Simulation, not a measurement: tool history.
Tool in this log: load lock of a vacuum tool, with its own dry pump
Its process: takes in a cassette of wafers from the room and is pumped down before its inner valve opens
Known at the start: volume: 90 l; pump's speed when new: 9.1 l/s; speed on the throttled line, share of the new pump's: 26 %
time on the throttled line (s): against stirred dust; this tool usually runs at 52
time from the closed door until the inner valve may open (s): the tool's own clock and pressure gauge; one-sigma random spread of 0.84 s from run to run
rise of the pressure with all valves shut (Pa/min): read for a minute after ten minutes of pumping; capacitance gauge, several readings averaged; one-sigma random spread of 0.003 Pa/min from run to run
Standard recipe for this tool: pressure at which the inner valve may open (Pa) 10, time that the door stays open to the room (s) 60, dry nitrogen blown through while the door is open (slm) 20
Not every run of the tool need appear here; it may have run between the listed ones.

| run | hour | time on the throttled line (s) | pressure at which the inner valve may open (Pa) | time that the door stays open to the room (s) | dry nitrogen blown through while the door is open (slm) | incoming humidity of the room's air, % | time from the closed door until the inner valve may open (s) | rise of the pressure with all valves shut (Pa/min) |
|---|---|---|---|---|---|---|---|---|
| 1 | 0 | 52 | 10 | 60 | 20 | 44.8 | 127.7 | 0.048 |
| 2 | 61 | 33 | 10 | 60 | 20 | 44.6 | 114.1 | 0.059 |
| 3 | 123.9 | 52 | 9 | 60 | 20 | 47.2 | 130.3 | 0.055 |
| 4 | 169.8 | 52 | 9 | 60 | 20 | 46.9 | 129.9 | 0.061 |
| 5 | 250.6 | 35 | 10 | 60 | 20 | 44.9 | 116.7 | 0.062 |
| 6 | 304.3 | 35 | 10 | 60 | 20 | 46 | 115.6 | 0.072 |
| 7 | 347.3 | 52 | 10 | 60 | 20 | 43.6 | 128.8 | 0.064 |
| 8 | 438.5 | 52 | 10 | 60 | 20 | 43.3 | 129.5 | 0.074 |
| 9 | 517.9 | 52 | 10 | 60 | 20 | 44.2 | 129.9 | 0.073 |
| 10 | 588.3 | 52 | 8 | 60 | 20 | 43.8 | 131.3 | 0.073 |
| 11 | 664.8 | 52 | 8 | 60 | 20 | 48.6 | 132.7 | 0.087 |
| 12 | 738.1 | 52 | 8 | 60 | 20 | 47.3 | 132.6 | 0.085 |
| 13 | 807.9 | 52 | 8 | 60 | 20 | 45.4 | 132 | 0.09 |
| 14 | 864.8 | 52 | 8 | 60 | 20 | 46.6 | 131.3 | 0.094 |
| 15 | 912.5 | 52 | 8 | 60 | 20 | 47.1 | 131.4 | 0.098 |
| 16 | 988.4 | 52 | 10 | 60 | 20 | 48.1 | 130.9 | 0.097 |
| 17 | 1069.5 | 52 | 10 | 60 | 20 | 45.7 | 128.9 | 0.101 |
| 18 | 1128.6 | 52 | 10 | 60 | 20 | 44.2 | 128.8 | 0.105 |
| 19 | 1196.4 | 52 | 8 | 60 | 20 | 45.2 | 131.4 | 0.105 |
| 20 | 1263.1 | 52 | 8 | 60 | 20 | 45.9 | 131.5 | 0.107 |
| 21 | 1310.7 | 52 | 8 | 60 | 20 | 46.4 | 132 | 0.108 |
| 22 | 1398 | 52 | 8 | 60 | 20 | 49.6 | 131.7 | 0.122 |
| 23 | 1445.9 | 52 | 8 | 60 | 20 | 44.3 | 132.3 | 0.12 |
| 24 | 1535.4 | 52 | 8 | 234 | 12 | 47.2 | 132.3 | 0.181 |
| 25 | 1624.2 | 52 | 8 | 234 | 12 | 44.5 | 131.8 | 0.182 |
| 26 | 1680.4 | 37 | 8 | 234 | 26 | 45.4 | 121.7 | 0.16 |
| 27 | 1758.2 | 37 | 8 | 234 | 26 | 45.5 | 122.6 | 0.162 |
| 28 | 1842.9 | 41 | 8 | 37 | 44 | 43.3 | 122.9 | 0.136 |
| 29 | 1884 | 41 | 8 | 37 | 44 | 48.2 | 124.3 | 0.133 |
| 30 | 1937.1 | 68 | 8 | 161 | 44 | 42.2 | 144.5 | 0.155 |
| 31 | 1975.2 | 59 | 14 | 39 | 20 | 46.7 | 132.8 | 0.146 |
| 32 | 2046.1 | 52 | 19 | 60 | 15 | 48.5 | 123.9 | 0.156 |
| 33 | 2098.8 | 34 | 7 | 38 | 19 | 44.4 | 119.5 | 0.15 |
| 34 | 2170.6 | 86 | 10 | 60 | 21 | 43.4 | 155.1 | 0.158 |
| 35 | 2236.3 | 90 | 10 | 159 | 20 | 41.7 | 158.7 | 0.181 |
| 36 | 2313.1 | 90 | 10 | 159 | 20 | 45.2 | 156.3 | 0.202 |

Alternative continuations, all from the tool just after run 36; predict every row:
| A | 2381.2 | 90 | 10 | 112 | 6 | 48.2 | ? | ? |
| B | 2381.2 | 90 | 10 | 159 | 42 | 44.5 | ? | ? |
| C | 2381.2 | 90 | 10 | 76 | 31 | 44.1 | ? | ? |
| D | 2381.2 | 90 | 10 | 34 | 24 | 44.4 | ? | ? |

| run | time from the closed door until the inner valve may open (s) | rise of the pressure with all valves shut (Pa/min) |
|---|---|---|
| A | 159.1 | 0.21 |
| B | 157.8 | 0.181 |
| C | 159.5 | 0.177 |
| D | 157.7 | 0.168 |
What these runs would have given with no unlogged condition in the tool:
| run | time from the closed door until the inner valve may open (s) | rise of the pressure with all valves shut (Pa/min) |
|---|---|---|
| A | 159 | 0.058 |
| B | 157.8 | 0.027 |
| C | 159.4 | 0.023 |
| D | 157.7 | 0.013 |

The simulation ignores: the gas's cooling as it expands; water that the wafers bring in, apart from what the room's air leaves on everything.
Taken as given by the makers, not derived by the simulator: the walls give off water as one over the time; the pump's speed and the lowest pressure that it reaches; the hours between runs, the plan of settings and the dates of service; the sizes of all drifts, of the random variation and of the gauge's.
